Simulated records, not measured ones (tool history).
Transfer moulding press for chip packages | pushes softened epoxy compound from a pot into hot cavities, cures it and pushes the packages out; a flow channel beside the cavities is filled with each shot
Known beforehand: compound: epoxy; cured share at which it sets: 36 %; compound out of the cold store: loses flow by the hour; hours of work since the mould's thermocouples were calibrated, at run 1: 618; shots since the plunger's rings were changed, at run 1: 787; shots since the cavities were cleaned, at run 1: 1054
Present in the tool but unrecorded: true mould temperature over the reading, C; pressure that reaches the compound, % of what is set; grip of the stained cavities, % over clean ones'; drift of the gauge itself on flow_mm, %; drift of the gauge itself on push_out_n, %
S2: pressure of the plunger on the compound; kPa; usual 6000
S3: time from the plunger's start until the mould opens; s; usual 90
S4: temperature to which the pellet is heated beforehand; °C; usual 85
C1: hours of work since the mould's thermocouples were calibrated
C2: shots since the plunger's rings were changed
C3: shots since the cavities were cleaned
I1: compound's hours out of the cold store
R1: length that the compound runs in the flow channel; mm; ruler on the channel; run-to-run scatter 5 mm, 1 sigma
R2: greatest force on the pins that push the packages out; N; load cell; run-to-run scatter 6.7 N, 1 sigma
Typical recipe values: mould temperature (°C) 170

{"run": 1, "hour": 0.0, "mould temperature (°C)": 170, "S2": 6000, "S3": 90, "S4": 85, "C1": 618, "C2": 787, "C3": 1054, "I1": 45.3, "R1": 602, "R2": 608}
{"hour": 3.6, "done": "cavities cleaned with cleaning compound and waxed"}
{"run": 2, "hour": 28.8, "mould temperature (°C)": 170, "S2": 6000, "S3": 90, "S4": 85, "C1": 635, "C2": 1141, "C3": 327, "I1": 43.5, "R1": 608, "R2": 490}
{"run": 3, "hour": 52.4, "mould temperature (°C)": 170, "S2": 6000, "S3": 90, "S4": 85, "C1": 649, "C2": 1447, "C3": 633, "I1": 40.6, "R1": 612, "R2": 583}
{"run": 4, "hour": 79.7, "mould temperature (°C)": 170, "S2": 6000, "S3": 90, "S4": 85, "C1": 666, "C2": 1800, "C3": 986, "I1": 44.1, "R1": 599, "R2": 617}
{"hour": 87.5, "done": "cavities cleaned with cleaning compound and waxed"}
{"hour": 108.8, "done": "mould's thermocouples calibrated"}
{"run": 5, "hour": 111.8, "mould temperature (°C)": 170, "S2": 6000, "S3": 90, "S4": 85, "C1": 2, "C2": 2171, "C3": 288, "I1": 22.9, "R1": 647, "R2": 465}
{"run": 6, "hour": 133.8, "mould temperature (°C)": 170, "S2": 6000, "S3": 90, "S4": 85, "C1": 16, "C2": 2457, "C3": 574, "I1": 9.1, "R1": 696, "R2": 556}
{"run": 7, "hour": 169.1, "mould temperature (°C)": 170, "S2": 6000, "S3": 90, "S4": 85, "C1": 38, "C2": 2914, "C3": 1031, "I1": 34.9, "R1": 612, "R2": 591}
{"hour": 174.7, "done": "cavities cleaned with cleaning compound and waxed"}
{"run": 8, "hour": 191.4, "mould temperature (°C)": 170, "S2": 6000, "S3": 90, "S4": 85, "C1": 50, "C2": 3184, "C3": 217, "I1": 33.3, "R1": 607, "R2": 412}
{"run": 9, "hour": 213.7, "mould temperature (°C)": 170, "S2": 6000, "S3": 90, "S4": 85, "C1": 64, "C2": 3473, "C3": 506, "I1": 21.9, "R1": 640, "R2": 522}
{"hour": 229.1, "done": "plunger's sealing rings changed"}
{"run": 10, "hour": 237.3, "mould temperature (°C)": 170, "S2": 6000, "S3": 90, "S4": 85, "C1": 77, "C2": 107, "C3": 780, "I1": 25, "R1": 659, "R2": 592}
{"hour": 262.7, "done": "cavities cleaned with cleaning compound and waxed"}
{"run": 11, "hour": 262.9, "mould temperature (°C)": 170, "S2": 6000, "S3": 90, "S4": 85, "C1": 92, "C2": 419, "C3": 2, "I1": 44, "R1": 616, "R2": 272}
{"run": 12, "hour": 298.8, "mould temperature (°C)": 170, "S2": 6000, "S3": 90, "S4": 85, "C1": 115, "C2": 884, "C3": 467, "I1": 36.2, "R1": 631, "R2": 526}
{"run": 13, "hour": 319.1, "mould temperature (°C)": 170, "S2": 6000, "S3": 90, "S4": 85, "C1": 127, "C2": 1148, "C3": 731, "I1": 10.8, "R1": 701, "R2": 605}
{"run": 14, "hour": 341.7, "mould temperature (°C)": 170, "S2": 6000, "S3": 90, "S4": 85, "C1": 141, "C2": 1441, "C3": 1024, "I1": 32.7, "R1": 636, "R2": 610}
{"hour": 347.0, "done": "cavities cleaned with cleaning compound and waxed"}
{"run": 15, "hour": 371.7, "mould temperature (°C)": 162, "S2": 6810, "S3": 76, "S4": 85, "C1": 159, "C2": 1810, "C3": 320, "I1": 44.4, "R1": 644, "R2": 1041}
{"run": 16, "hour": 390.4, "mould temperature (°C)": 170, "S2": 6000, "S3": 99, "S4": 85, "C1": 171, "C2": 2053, "C3": 563, "I1": 45.8, "R1": 589, "R2": 489}
{"run": 17, "hour": 414.3, "mould temperature (°C)": 170, "S2": 6000, "S3": 99, "S4": 85, "C1": 186, "C2": 2362, "C3": 872, "I1": 15.4, "R1": 673, "R2": 548}
{"hour": 433.1, "done": "cavities cleaned with cleaning compound and waxed"}
{"run": 18, "hour": 440.0, "mould temperature (°C)": 170, "S2": 6000, "S3": 99, "S4": 85, "C1": 201, "C2": 2676, "C3": 89, "I1": 22, "R1": 648, "R2": 322}
{"run": 19, "hour": 469.3, "mould temperature (°C)": 170, "S2": 6000, "S3": 99, "S4": 85, "C1": 219, "C2": 3057, "C3": 470, "I1": 24.5, "R1": 644, "R2": 468}
{"run": 20, "hour": 497.0, "mould temperature (°C)": 170, "S2": 6000, "S3": 99, "S4": 84, "C1": 236, "C2": 3415, "C3": 828, "I1": 31.1, "R1": 621, "R2": 539}
{"hour": 516.8, "done": "plunger's sealing rings changed"}
{"hour": 521.5, "done": "cavities cleaned with cleaning compound and waxed"}
{"run": 21, "hour": 533.1, "mould temperature (°C)": 170, "S2": 7030, "S3": 95, "S4": 84, "C1": 256, "C2": 191, "C3": 150, "I1": 21.8, "R1": 741, "R2": 370}
{"run": 22, "hour": 551.5, "mould temperature (°C)": 168, "S2": 6000, "S3": 90, "S4": 85, "C1": 267, "C2": 430, "C3": 389, "I1": 20.8, "R1": 685, "R2": 561}
{"run": 23, "hour": 573.7, "mould temperature (°C)": 172, "S2": 6880, "S3": 120, "S4": 90, "C1": 281, "C2": 718, "C3": 677, "I1": 9.9, "R1": 766, "R2": 455}
{"run": 24, "hour": 603.1, "mould temperature (°C)": 175, "S2": 7450, "S3": 79, "S4": 84, "C1": 300, "C2": 1099, "C3": 1058, "I1": 39.9, "R1": 675, "R2": 607}
{"hour": 606.6, "done": "cavities cleaned with cleaning compound and waxed"}
{"run": 25, "hour": 637.5, "mould temperature (°C)": 168, "S2": 4940, "S3": 79, "S4": 77, "C1": 320, "C2": 1526, "C3": 402, "I1": 32.4, "R1": 594, "R2": 741}
{"run": 26, "hour": 653.1, "mould temperature (°C)": 178, "S2": 6000, "S3": 107, "S4": 85, "C1": 330, "C2": 1728, "C3": 604, "I1": 34.1, "R1": 612, "R2": 434}
{"run": 27, "hour": 686.9, "mould temperature (°C)": 173, "S2": 5100, "S3": 111, "S4": 93, "C1": 351, "C2": 2166, "C3": 1042, "I1": 20.7, "R1": 603, "R2": 503}
{"hour": 691.6, "done": "cavities cleaned with cleaning compound and waxed"}
{"run": 28, "hour": 707.0, "mould temperature (°C)": 171, "S2": 7440, "S3": 94, "S4": 77, "C1": 362, "C2": 2406, "C3": 198, "I1": 11, "R1": 776, "R2": 409}

Branching from run 28: 3 alternative next runs. What would each branch give?
{"run": "A", "hour": 726.1, "mould temperature (°C)": 173, "S2": 6000, "S3": 90, "S4": 87, "C1": 374, "C2": 2654, "C3": 446, "I1": 17.6, "R1": "?", "R2": "?"}
{"run": "B", "hour": 726.1, "mould temperature (°C)": 168, "S2": 7310, "S3": 81, "S4": 77, "C1": 374, "C2": 2654, "C3": 446, "I1": 31.8, "R1": "?", "R2": "?"}
{"run": "C", "hour": 726.1, "mould temperature (°C)": 169, "S2": 6000, "S3": 90, "S4": 79, "C1": 374, "C2": 2654, "C3": 446, "I1": 46.4, "R1": "?", "R2": "?"}

run=A R1=662 R2=486
run=B R1=703 R2=703
run=C R1=589 R2=538
Had the tool no hidden state, the same runs would have come out as:
run=A R1=694 R2=258
run=B R1=736 R2=358
run=C R1=617 R2=282
